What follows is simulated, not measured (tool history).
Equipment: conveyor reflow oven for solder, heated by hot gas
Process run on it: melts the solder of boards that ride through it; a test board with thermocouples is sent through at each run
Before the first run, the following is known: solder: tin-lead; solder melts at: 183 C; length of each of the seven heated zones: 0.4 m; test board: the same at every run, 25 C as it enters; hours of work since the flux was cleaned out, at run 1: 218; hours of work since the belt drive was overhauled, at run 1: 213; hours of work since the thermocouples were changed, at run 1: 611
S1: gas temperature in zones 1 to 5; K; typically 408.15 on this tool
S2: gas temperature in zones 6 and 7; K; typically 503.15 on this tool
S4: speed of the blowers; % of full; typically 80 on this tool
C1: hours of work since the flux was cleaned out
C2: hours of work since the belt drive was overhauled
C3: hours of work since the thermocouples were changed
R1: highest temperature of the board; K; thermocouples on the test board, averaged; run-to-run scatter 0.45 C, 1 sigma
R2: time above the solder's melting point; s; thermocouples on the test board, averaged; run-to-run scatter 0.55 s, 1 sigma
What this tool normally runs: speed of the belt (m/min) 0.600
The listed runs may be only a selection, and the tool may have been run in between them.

Run 1, day 0.000: usual settings; C1 218; C2 213; C3 611. Result: R1 484.65 K, R2 53.7 s.
Run 2, day 0.442: usual settings; C1 224; C2 218; C3 616. Result: R1 484.55 K, R2 53.3 s.
Run 3, day 1.033: usual settings; C1 231; C2 226; C3 623. Result: R1 484.95 K, R2 53.1 s.
Run 4, day 1.829: usual settings; C1 241; C2 235; C3 633. Result: R1 483.65 K, R2 52.9 s.
Run 5, day 2.554: usual settings; C1 250; C2 244; C3 642. Result: R1 483.75 K, R2 52.5 s.
Run 6, day 3.042: usual settings but S1 404.15 K; C1 256; C2 250; C3 648. Result: R1 483.25 K, R2 51.2 s.
Run 7, day 3.700: usual settings but S1 404.15 K; C1 264; C2 259; C3 656. Result: R1 482.85 K, R2 50.8 s.
Run 8, day 4.183: usual settings but S4 70 % of full; C1 270; C2 265; C3 662. Result: R1 481.55 K, R2 50.2 s.
Run 9, day 4.604: usual settings but speed of the belt (m/min) 0.661; C1 275; C2 270; C3 668. Result: R1 480.65 K, R2 43.2 s.
Run 10, day 5.312: usual settings but speed of the belt (m/min) 0.661; C1 284; C2 278; C3 676. Result: R1 480.75 K, R2 44.4 s.
Run 11, day 5.800: usual settings but speed of the belt (m/min) 0.661; C1 290; C2 285; C3 682. Result: R1 480.95 K, R2 43.8 s.
Run 12, day 6.271: usual settings but S4 76 % of full; C1 296; C2 290; C3 688. Result: R1 481.85 K, R2 51.4 s.
At day 6.471: belt drive overhauled, speed set with a stopwatch.
Run 13, day 6.912: usual settings but S1 399.15 K; C1 302; C2 5; C3 694. Result: R1 481.35 K, R2 47.0 s.
Run 14, day 7.592: usual settings but S1 417.15 K, S2 510.15 K; C1 310; C2 14; C3 702. Result: R1 490.05 K, R2 62.9 s.
Run 15, day 8.088: usual settings but S1 417.15 K, S2 510.15 K; C1 316; C2 20; C3 709. Result: R1 491.35 K, R2 62.7 s.
At day 8.417: flux residue cleaned out of gas plates and filters.
Run 16, day 8.750: usual settings but S1 419.15 K, S2 514.15 K, speed of the belt (m/min) 0.545, S4 51 % of full; C1 4; C2 26; C3 714. Result: R1 490.55 K, R2 70.4 s.
Run 17, day 9.083: usual settings but S4 79 % of full; C1 8; C2 30; C3 718. Result: R1 484.45 K, R2 52.8 s.
Run 18, day 9.762: usual settings but S4 79 % of full; C1 17; C2 38; C3 727. Result: R1 484.25 K, R2 53.9 s.
At day 10.033: belt drive overhauled, speed set with a stopwatch, once more.
Run 19, day 10.579: usual settings but S1 413.15 K, S2 509.15 K, speed of the belt (m/min) 0.558, S4 90 % of full; C1 25; C2 7; C3 735. Result: R1 494.25 K, R2 68.9 s.
Run 20, day 11.354: usual settings but S1 413.15 K, S2 509.15 K, speed of the belt (m/min) 0.558, S4 90 % of full; C1 34; C2 16; C3 744. Result: R1 494.55 K, R2 69.3 s.
Run 21, day 11.788: usual settings but S1 395.15 K, S2 499.15 K, S4 51 % of full; C1 40; C2 22; C3 750. Result: R1 470.45 K, R2 28.7 s.
Run 22, day 12.404: usual settings but S1 405.15 K, S2 499.15 K, S4 51 % of full; C1 47; C2 29; C3 757. Result: R1 471.85 K, R2 35.3 s.

Alternative continuations, all from the tool just after run 22; predict every row:
Run A, day 13.042: usual settings but S1 405.15 K, S4 51 % of full; C1 55; C2 37; C3 765. Result: R1 ?, R2 ?.
Run B, day 13.042: usual settings but S2 498.15 K, speed of the belt (m/min) 0.576, S4 57 % of full; C1 55; C2 37; C3 765. Result: R1 ?, R2 ?.
Run C, day 13.042: usual settings but S1 415.15 K, S2 499.15 K, S4 51 % of full; C1 55; C2 37; C3 765. Result: R1 ?, R2 ?.
Run D, day 13.042: usual settings but S1 395.15 K, S2 505.15 K, S4 51 % of full; C1 55; C2 37; C3 765. Result: R1 ?, R2 ?.

run      R1    R2
  A  475.05  39.1
  B  475.35  44.3
  C  474.55  42.1
  D  473.75  35.2
Had the tool no hidden state, the same runs would have come out as:
run      R1    R2
  A  477.45  42.2
  B  477.85  47.6
  C  476.85  45.2
  D  476.25  38.3
